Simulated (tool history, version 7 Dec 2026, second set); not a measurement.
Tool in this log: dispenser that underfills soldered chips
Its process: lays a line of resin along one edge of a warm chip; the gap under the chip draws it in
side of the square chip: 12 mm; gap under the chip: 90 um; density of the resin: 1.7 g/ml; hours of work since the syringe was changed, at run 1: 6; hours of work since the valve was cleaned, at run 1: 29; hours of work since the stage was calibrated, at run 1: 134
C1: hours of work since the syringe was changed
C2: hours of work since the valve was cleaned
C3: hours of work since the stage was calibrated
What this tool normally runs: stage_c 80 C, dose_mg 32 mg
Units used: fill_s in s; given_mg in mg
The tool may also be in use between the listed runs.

Run 1, hour 0: usual settings; C1 6; C2 29; C3 134. Result: fill_s 122.1 s, given_mg 31.57 mg.
At hour 2.3: new syringe of resin.
Run 2, hour 10: usual settings; C1 6; C2 36; C3 141. Result: fill_s 119.5 s, given_mg 31.04 mg.
At hour 13.4: new syringe of resin.
Run 3, hour 22.4: usual settings; C1 7; C2 45; C3 150. Result: fill_s 124.7 s, given_mg 30.94 mg.
At hour 24.5: new syringe of resin.
Run 4, hour 29.9: usual settings; C1 4; C2 50; C3 155. Result: fill_s 113 s, given_mg 30.69 mg.
At hour 35.2: new syringe of resin.
Run 5, hour 39: usual settings; C1 3; C2 56; C3 162. Result: fill_s 106.6 s, given_mg 30.62 mg.
At hour 45.8: new syringe of resin.
Run 6, hour 45.8: usual settings but stage_c 70 C; C1 0; C2 61; C3 166. Result: fill_s 126.8 s, given_mg 30.59 mg.
Run 7, hour 52.1: usual settings but stage_c 70 C; C1 5; C2 66; C3 171. Result: fill_s 155.3 s, given_mg 30.35 mg.
At hour 56.5: new syringe of resin.
At hour 61.7: dispensing valve cleaned and set on the balance.
Run 8, hour 61.7: usual settings but dose_mg 28.7 mg; C1 3; C2 0; C3 177. Result: fill_s 108.5 s, given_mg 28.51 mg.
At hour 68.5: new syringe of resin.
Run 9, hour 71: usual settings but dose_mg 28.7 mg; C1 2; C2 7; C3 184. Result: fill_s 103.4 s, given_mg 28.65 mg.
At hour 80.2: new syringe of resin.
Run 10, hour 81.5: usual settings but dose_mg 28.7 mg; C1 1; C2 14; C3 191. Result: fill_s 100.5 s, given_mg 28.65 mg.
Run 11, hour 89.7: usual settings but stage_c 92 C, dose_mg 28.7 mg; C1 7; C2 20; C3 197. Result: fill_s 92.6 s, given_mg 28.34 mg.
At hour 91.2: new syringe of resin.
Run 12, hour 97.6: usual settings; C1 5; C2 26; C3 203. Result: fill_s 117.5 s, given_mg 31.48 mg.
At hour 102.1: new syringe of resin.
Run 13, hour 105.7: usual settings; C1 3; C2 31; C3 208. Result: fill_s 105.7 s, given_mg 31.28 mg.
At hour 113: new syringe of resin.
Run 14, hour 113.5: usual settings; C1 0; C2 37; C3 214. Result: fill_s 94.8 s, given_mg 31.09 mg.
Run 15, hour 120.7: usual settings; C1 6; C2 42; C3 219. Result: fill_s 121.2 s, given_mg 30.93 mg.
At hour 124.2: new syringe of resin.
Run 16, hour 130.5: usual settings; C1 5; C2 49; C3 226. Result: fill_s 114.9 s, given_mg 30.51 mg.
At hour 134.9: new syringe of resin.
Run 17, hour 138.7: usual settings but stage_c 79 C; C1 3; C2 55; C3 232. Result: fill_s 109.3 s, given_mg 30.67 mg.
At hour 145.8: new syringe of resin.
Run 18, hour 151.7: usual settings but stage_c 79 C; C1 4; C2 64; C3 241. Result: fill_s 119.5 s, given_mg 30.37 mg.
At hour 157.1: new syringe of resin.
Run 19, hour 162.1: usual settings but stage_c 94 C, dose_mg 32.6 mg; C1 4; C2 71; C3 248. Result: fill_s 74.5 s, given_mg 30.76 mg.
At hour 164.3: dispensing valve cleaned and set on the balance.
At hour 169.3: new syringe of resin.
Run 20, hour 170.4: usual settings but stage_c 72 C, dose_mg 34.5 mg; C1 1; C2 4; C3 254. Result: fill_s 123.4 s, given_mg 34.1 mg.
Run 21, hour 177.2: usual settings but dose_mg 27.5 mg; C1 6; C2 9; C3 259. Result: fill_s 127.6 s, given_mg 27.42 mg.
At hour 180.2: new syringe of resin.
Run 22, hour 188.2: usual settings but stage_c 75 C, dose_mg 38.2 mg; C1 6; C2 17; C3 266. Result: fill_s 141.7 s, given_mg 37.31 mg.
At hour 190.9: new syringe of resin.
Run 23, hour 196.8: usual settings but stage_c 94 C, dose_mg 38.6 mg; C1 4; C2 23; C3 272. Result: fill_s 74.9 s, given_mg 37.93 mg.
At hour 202: new syringe of resin.
Run 24, hour 208.7: usual settings but stage_c 94 C, dose_mg 38.6 mg; C1 5; C2 32; C3 281. Result: fill_s 74.9 s, given_mg 37.53 mg.
At hour 213.2: new syringe of resin.
Run 25, hour 219.6: usual settings but stage_c 94 C, dose_mg 38.6 mg; C1 5; C2 39; C3 289. Result: fill_s 75.8 s, given_mg 37.34 mg.
At hour 224.5: new syringe of resin.
Run 26, hour 227: usual settings but stage_c 82 C, dose_mg 31.1 mg; C1 2; C2 45; C3 294. Result: fill_s 97.1 s, given_mg 29.9 mg.
Run 27, hour 233.8: usual settings but stage_c 82 C, dose_mg 37.2 mg; C1 7; C2 50; C3 299. Result: fill_s 119.5 s, given_mg 35.28 mg.
At hour 235.6: new syringe of resin.
Run 28, hour 241.1: usual settings but stage_c 95 C, dose_mg 32.7 mg; C1 4; C2 55; C3 304. Result: fill_s 72.3 s, given_mg 31.32 mg.
At hour 247: new syringe of resin.
Run 29, hour 248.9: usual settings but stage_c 88 C, dose_mg 37.2 mg; C1 1; C2 60; C3 310. Result: fill_s 77.5 s, given_mg 35.29 mg.
At hour 257.9: new syringe of resin.
Run 30, hour 262.5: usual settings but stage_c 66 C, dose_mg 31.7 mg; C1 3; C2 70; C3 319. Result: fill_s 176.4 s, given_mg 29.92 mg.
At hour 266.2: dispensing valve cleaned and set on the balance.
At hour 269.5: new syringe of resin.
Run 31, hour 272: usual settings but dose_mg 27.9 mg; C1 2; C2 4; C3 325. Result: fill_s 107.3 s, given_mg 27.93 mg.
At hour 280.5: new syringe of resin.
Run 32, hour 283.7: usual settings but stage_c 79 C, dose_mg 27.9 mg; C1 2; C2 12; C3 334. Result: fill_s 110.8 s, given_mg 27.45 mg.
At hour 291.1: new syringe of resin.
Run 33, hour 293.5: usual settings but stage_c 87 C, dose_mg 33.7 mg; C1 2; C2 19; C3 340. Result: fill_s 79.1 s, given_mg 33.31 mg.
At hour 302.5: new syringe of resin.
Run 34, hour 306.1: usual settings but stage_c 93 C; C1 3; C2 28; C3 349. Result: fill_s 70.6 s, given_mg 31.31 mg.
At hour 313.8: new syringe of resin.
Run 35, hour 315.3: usual settings but stage_c 93 C; C1 1; C2 35; C3 356. Result: fill_s 68 s, given_mg 31.15 mg.

Below, some changes in fill_s between adjacent runs. For each, the amount present without the hidden state too (settings, incoming material, random variation) and the amount remaining for the hidden state with gauge scatter not shared by both compared results:
What the log doesn't record here: resin's viscosity, % of fresh resin's; dose that the valve gives, % of what is set; true chip temperature over the reading, C; drift of the gauge itself on fill_s, %; drift of the gauge itself on given_mg, %.
Run 6 -> 7: settings left as they were, no log entry in between. fill_s +28.5 s: hidden state +30.4, all else -1.9.
Run 14 -> 15: settings left as they were, no log entry in between. fill_s +26.4 s: hidden state +26.8, all else -0.4.
Run 20 -> 21: stage_c 72 -> 80, dose_mg 34.5 -> 27.5. fill_s +4.2 s: hidden state +25.9, all else -21.7.
Run 22 -> 23: stage_c 75 -> 94, dose_mg 38.2 -> 38.6, new syringe of resin. fill_s -66.8 s: hidden state -21.8, all else -45.
Run 29 -> 30: stage_c 88 -> 66, dose_mg 37.2 -> 31.7, new syringe of resin. fill_s +98.9 s: hidden state +24.5, all else +74.4.
Run 30 -> 31: stage_c 66 -> 80, dose_mg 31.7 -> 27.9, dispensing valve cleaned and set on the balance, new syringe of resin. fill_s -69.1 s: hidden state -19.7, all else -49.4.

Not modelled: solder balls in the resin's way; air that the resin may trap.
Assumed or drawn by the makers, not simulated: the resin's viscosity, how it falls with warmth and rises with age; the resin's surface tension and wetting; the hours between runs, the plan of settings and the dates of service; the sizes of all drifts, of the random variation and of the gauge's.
